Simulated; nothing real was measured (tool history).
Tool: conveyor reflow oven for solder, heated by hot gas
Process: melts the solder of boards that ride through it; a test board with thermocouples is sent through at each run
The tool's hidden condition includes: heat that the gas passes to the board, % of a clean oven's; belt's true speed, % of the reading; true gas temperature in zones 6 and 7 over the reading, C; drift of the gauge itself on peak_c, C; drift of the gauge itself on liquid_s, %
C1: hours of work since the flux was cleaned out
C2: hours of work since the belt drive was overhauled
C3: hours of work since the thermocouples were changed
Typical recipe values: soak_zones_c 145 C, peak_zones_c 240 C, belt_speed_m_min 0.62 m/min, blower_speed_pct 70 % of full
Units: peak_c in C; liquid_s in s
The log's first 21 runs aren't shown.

Run 22, hour 256.2: usual settings but peak_zones_c 247 C, blower_speed_pct 62 % of full; C1 19; C2 24; C3 169. Result: peak_c 220.2 C, liquid_s 45.5 s.
Run 23, hour 268.3: usual settings but soak_zones_c 133 C, peak_zones_c 255 C, belt_speed_m_min 0.543 m/min, blower_speed_pct 62 % of full; C1 24; C2 29; C3 174. Result: peak_c 229.6 C, liquid_s 54.7 s.
Run 24, hour 283.9: usual settings but soak_zones_c 133 C, peak_zones_c 255 C, belt_speed_m_min 0.543 m/min, blower_speed_pct 62 % of full; C1 31; C2 36; C3 181. Result: peak_c 228.9 C, liquid_s 54.7 s.
Run 25, hour 295.5: usual settings but peak_zones_c 251 C, blower_speed_pct 73 % of full; C1 36; C2 41; C3 186. Result: peak_c 225.4 C, liquid_s 49.1 s.
Run 26, hour 309.5: usual settings but peak_zones_c 251 C, blower_speed_pct 73 % of full; C1 42; C2 47; C3 192. Result: peak_c 225.2 C, liquid_s 49 s.
Run 27, hour 326.3: usual settings but peak_zones_c 251 C, blower_speed_pct 73 % of full; C1 49; C2 55; C3 199. Result: peak_c 226 C, liquid_s 49.1 s.
Run 28, hour 337.6: usual settings but soak_zones_c 154 C, peak_zones_c 251 C, belt_speed_m_min 0.647 m/min, blower_speed_pct 73 % of full; C1 54; C2 59; C3 204. Result: peak_c 225.7 C, liquid_s 49.8 s.
Run 29, hour 353.7: usual settings but soak_zones_c 154 C, peak_zones_c 251 C, belt_speed_m_min 0.647 m/min, blower_speed_pct 73 % of full; C1 61; C2 66; C3 211. Result: peak_c 226.1 C, liquid_s 50.2 s.
Run 30, hour 364: usual settings but belt_speed_m_min 0.637 m/min, blower_speed_pct 64 % of full; C1 66; C2 71; C3 216. Result: peak_c 213.8 C, liquid_s 40.1 s.
Run 31, hour 380.1: usual settings but belt_speed_m_min 0.637 m/min, blower_speed_pct 64 % of full; C1 73; C2 78; C3 222. Result: peak_c 213.4 C, liquid_s 40.3 s.

Each row is a separate what-if for the run after 31, all from the same tool condition, not one after another. Results?
Run A, hour 390.4: usual settings but soak_zones_c 136 C, peak_zones_c 229 C, belt_speed_m_min 0.637 m/min, blower_speed_pct 64 % of full; C1 77; C2 82; C3 227. Result: peak_c ?, liquid_s ?.
Run B, hour 390.4: usual settings but soak_zones_c 154 C, peak_zones_c 248 C, belt_speed_m_min 0.637 m/min, blower_speed_pct 64 % of full; C1 77; C2 82; C3 227. Result: peak_c ?, liquid_s ?.
Run C, hour 390.4: usual settings but peak_zones_c 232 C, belt_speed_m_min 0.568 m/min, blower_speed_pct 81 % of full; C1 77; C2 82; C3 227. Result: peak_c ?, liquid_s ?.
Run D, hour 390.4: usual settings but soak_zones_c 138 C, belt_speed_m_min 0.71 m/min, blower_speed_pct 52 % of full; C1 77; C2 82; C3 227. Result: peak_c ?, liquid_s ?.

run  peak_c  liquid_s
  A   203.1      29.2
  B   221.8      48.4
  C   214.7      47.2
  D   202.5      25.5
What these runs would have given with no unlogged condition in the tool:
run  peak_c  liquid_s
  A   203.6      29.8
  B   222.3      48.7
  C   215.2      47.5
  D   203.1      26.1

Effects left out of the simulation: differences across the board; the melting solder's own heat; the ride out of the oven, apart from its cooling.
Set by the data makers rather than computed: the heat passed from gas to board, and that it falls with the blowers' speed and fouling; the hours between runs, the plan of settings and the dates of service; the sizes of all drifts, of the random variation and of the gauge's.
